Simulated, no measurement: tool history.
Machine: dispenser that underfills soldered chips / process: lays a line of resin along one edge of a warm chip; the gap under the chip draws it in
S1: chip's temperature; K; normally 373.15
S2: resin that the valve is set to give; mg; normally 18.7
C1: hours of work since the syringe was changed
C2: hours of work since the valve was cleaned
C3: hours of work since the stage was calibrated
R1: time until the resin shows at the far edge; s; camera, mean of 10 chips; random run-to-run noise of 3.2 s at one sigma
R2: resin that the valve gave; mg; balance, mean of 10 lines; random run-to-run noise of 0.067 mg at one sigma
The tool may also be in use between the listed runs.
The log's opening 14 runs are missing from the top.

At day 3.800: new syringe of resin.
Run 15, day 3.904: usual settings but S2 16.3 mg; C1 2; C2 21; C3 291. Result: R1 391.7 s, R2 16.00 mg.
Run 16, day 4.171: usual settings but S2 16.3 mg; C1 6; C2 25; C3 296. Result: R1 546.6 s, R2 16.20 mg.
At day 4.296: new syringe of resin.
Run 17, day 4.458: usual settings but S1 374.15 K; C1 3; C2 30; C3 300. Result: R1 384.2 s, R2 18.28 mg.
Run 18, day 4.742: usual settings but S1 382.15 K, S2 16.5 mg; C1 7; C2 34; C3 305. Result: R1 456.3 s, R2 16.19 mg.
At day 4.796: new syringe of resin.
Run 19, day 4.975: usual settings but S1 364.15 K, S2 20.9 mg; C1 3; C2 38; C3 309. Result: R1 544.2 s, R2 20.56 mg.
At day 5.296: new syringe of resin.
Run 20, day 5.312: usual settings but S1 362.15 K, S2 22.7 mg; C1 0; C2 43; C3 314. Result: R1 473.4 s, R2 22.16 mg.
Run 21, day 5.629: usual settings but S1 362.15 K, S2 22.7 mg; C1 6; C2 49; C3 319. Result: R1 699.1 s, R2 22.02 mg.
At day 5.812: new syringe of resin.
Run 22, day 5.996: usual settings but S1 362.15 K, S2 22.7 mg; C1 3; C2 55; C3 325. Result: R1 573.5 s, R2 22.08 mg.
Run 23, day 6.250: usual settings but S1 379.15 K, S2 15.9 mg; C1 7; C2 59; C3 329. Result: R1 493.6 s, R2 15.37 mg.
At day 6.317: new syringe of resin.
Run 24, day 6.617: usual settings but S1 385.15 K, S2 21.1 mg; C1 5; C2 65; C3 335. Result: R1 321.2 s, R2 20.36 mg.
At day 6.825: new syringe of resin.
Run 25, day 6.862: usual settings but S1 385.15 K, S2 21.1 mg; C1 1; C2 69; C3 339. Result: R1 234.8 s, R2 20.37 mg.
Run 26, day 7.108: usual settings but S1 385.15 K, S2 21.1 mg; C1 5; C2 73; C3 343. Result: R1 322.5 s, R2 20.42 mg.
At day 7.325: new syringe of resin.
Run 27, day 7.358: usual settings but S1 379.15 K, S2 18.2 mg; C1 1; C2 77; C3 347. Result: R1 296.4 s, R2 17.58 mg.
At day 7.454: dispensing valve cleaned and set on the balance.
Run 28, day 7.575: usual settings but S1 371.15 K, S2 20.9 mg; C1 3; C2 2; C3 350. Result: R1 464.6 s, R2 21.01 mg.
At day 7.875: new syringe of resin.
Run 29, day 7.883: usual settings but S1 379.15 K, S2 16.3 mg; C1 0; C2 7; C3 355. Result: R1 282.0 s, R2 16.34 mg.
Run 30, day 8.175: usual settings but S1 370.15 K, S2 20.5 mg; C1 5; C2 12; C3 360. Result: R1 522.6 s, R2 20.50 mg.
At day 8.375: new syringe of resin.
Run 31, day 8.462: usual settings but S1 370.15 K, S2 20.5 mg; C1 1; C2 16; C3 364. Result: R1 400.6 s, R2 20.37 mg.
Run 32, day 8.762: usual settings but S1 370.15 K, S2 20.5 mg; C1 6; C2 21; C3 369. Result: R1 580.5 s, R2 20.44 mg.
At day 8.888: new syringe of resin.
Run 33, day 8.988: usual settings but S1 367.15 K, S2 17.5 mg; C1 2; C2 25; C3 373. Result: R1 448.9 s, R2 17.39 mg.
Run 34, day 9.179: usual settings but S1 367.15 K, S2 19.8 mg; C1 5; C2 28; C3 376. Result: R1 566.7 s, R2 19.52 mg.

Alternative continuations, all from the tool just after run 34; predict every row:
At day 9.400: new syringe of resin.
Run A, day 9.471: usual settings but S1 367.15 K, S2 21.6 mg; C1 1; C2 33; C3 381. Result: R1 ?, R2 ?.
At day 9.400: new syringe of resin.
Run B, day 9.471: usual settings but S2 21.0 mg; C1 1; C2 33; C3 381. Result: R1 ?, R2 ?.
At day 9.400: new syringe of resin.
Run C, day 9.471: usual settings but S1 374.15 K, S2 24.1 mg; C1 1; C2 33; C3 381. Result: R1 ?, R2 ?.

run     R1     R2
  A  430.3  21.26
  B  353.5  20.76
  C  335.3  23.76
Had the tool no hidden state, the same runs would have come out as:
run     R1     R2
  A  382.6  21.55
  B  314.5  21.04
  C  298.7  24.08

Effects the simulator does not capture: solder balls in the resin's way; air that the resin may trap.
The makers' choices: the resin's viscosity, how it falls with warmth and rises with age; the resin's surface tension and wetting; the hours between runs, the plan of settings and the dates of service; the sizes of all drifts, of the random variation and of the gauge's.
